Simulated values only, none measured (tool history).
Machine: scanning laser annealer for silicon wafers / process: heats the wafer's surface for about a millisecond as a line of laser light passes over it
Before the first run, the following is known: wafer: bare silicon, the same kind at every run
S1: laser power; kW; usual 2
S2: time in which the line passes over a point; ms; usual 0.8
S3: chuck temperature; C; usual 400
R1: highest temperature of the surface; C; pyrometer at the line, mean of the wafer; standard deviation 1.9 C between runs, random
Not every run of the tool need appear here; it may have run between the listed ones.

Run 1, hour 0: usual settings. Result: R1 1196 C.
Run 2, hour 8.6: usual settings. Result: R1 1193 C.
Run 3, hour 13.4: usual settings. Result: R1 1196 C.
Run 4, hour 21.9: usual settings. Result: R1 1193 C.
Run 5, hour 28: usual settings. Result: R1 1195 C.
Run 6, hour 36: usual settings. Result: R1 1193 C.
Run 7, hour 47.1: usual settings. Result: R1 1195 C.
Run 8, hour 52.3: usual settings but S3 407 C. Result: R1 1201 C.
Run 9, hour 59.8: usual settings but S3 419 C. Result: R1 1207 C.
Run 10, hour 67.2: usual settings but S3 419 C. Result: R1 1209 C.
Run 11, hour 77.9: usual settings but S3 361 C. Result: R1 1157 C.
Run 12, hour 85.1: usual settings. Result: R1 1196 C.
Run 13, hour 96.2: usual settings but S2 0.572 ms. Result: R1 1082 C.
Run 14, hour 106.1: usual settings but S2 0.572 ms. Result: R1 1078 C.
Run 15, hour 114.3: usual settings but S2 0.572 ms. Result: R1 1079 C.
Run 16, hour 122.6: usual settings but S2 0.572 ms. Result: R1 1080 C.
Run 17, hour 131.4: usual settings but S2 0.572 ms. Result: R1 1077 C.
Run 18, hour 142.5: usual settings but S1 1.708 kW, S2 0.572 ms, S3 426 C. Result: R1 1004 C.
Run 19, hour 151.9: usual settings but S1 2.175 kW, S2 0.895 ms, S3 414 C. Result: R1 1325 C.
Run 20, hour 157: usual settings but S1 2.034 kW, S2 0.985 ms, S3 371 C. Result: R1 1260 C.
Run 21, hour 165.7: usual settings but S1 2.034 kW, S2 0.985 ms, S3 371 C. Result: R1 1259 C.
Run 22, hour 173.5: usual settings but S1 2.034 kW, S2 0.985 ms, S3 371 C. Result: R1 1262 C.
Run 23, hour 182.9: usual settings but S1 1.935 kW, S2 0.639 ms, S3 423 C. Result: R1 1116 C.
Run 24, hour 190.5: usual settings but S1 1.935 kW, S2 0.639 ms, S3 423 C. Result: R1 1116 C.
Run 25, hour 198.9: usual settings but S1 1.833 kW, S2 0.857 ms. Result: R1 1155 C.
Run 26, hour 205.7: usual settings but S1 2.05 kW, S3 366 C. Result: R1 1178 C.
Run 27, hour 216.8: usual settings but S1 2.05 kW, S3 366 C. Result: R1 1181 C.
Run 28, hour 227.3: usual settings but S1 2.05 kW, S3 366 C. Result: R1 1179 C.
Run 29, hour 236.5: usual settings but S1 2.168 kW, S3 429 C. Result: R1 1293 C.
Run 30, hour 241.2: usual settings but S1 2.13 kW, S3 429 C. Result: R1 1272 C.
Run 31, hour 250.5: usual settings but S1 1.911 kW, S2 0.597 ms, S3 416 C. Result: R1 1079 C.

What if the next run were any one of these 4? Each begins from the tool's condition after run 31:
Run A, hour 259.5: usual settings but S1 2.085 kW. Result: R1 ?.
Run B, hour 259.5: usual settings but S1 2.199 kW, S2 0.597 ms. Result: R1 ?.
Run C, hour 259.5: usual settings but S1 1.911 kW, S2 0.597 ms, S3 421 C. Result: R1 ?.
Run D, hour 259.5: usual settings but S2 0.693 ms. Result: R1 ?.

run    R1
  A  1228
  B  1161
  C  1081
  D  1144
Without the tool's hidden state the same runs would have given:
run    R1
  A  1228
  B  1161
  C  1081
  D  1144
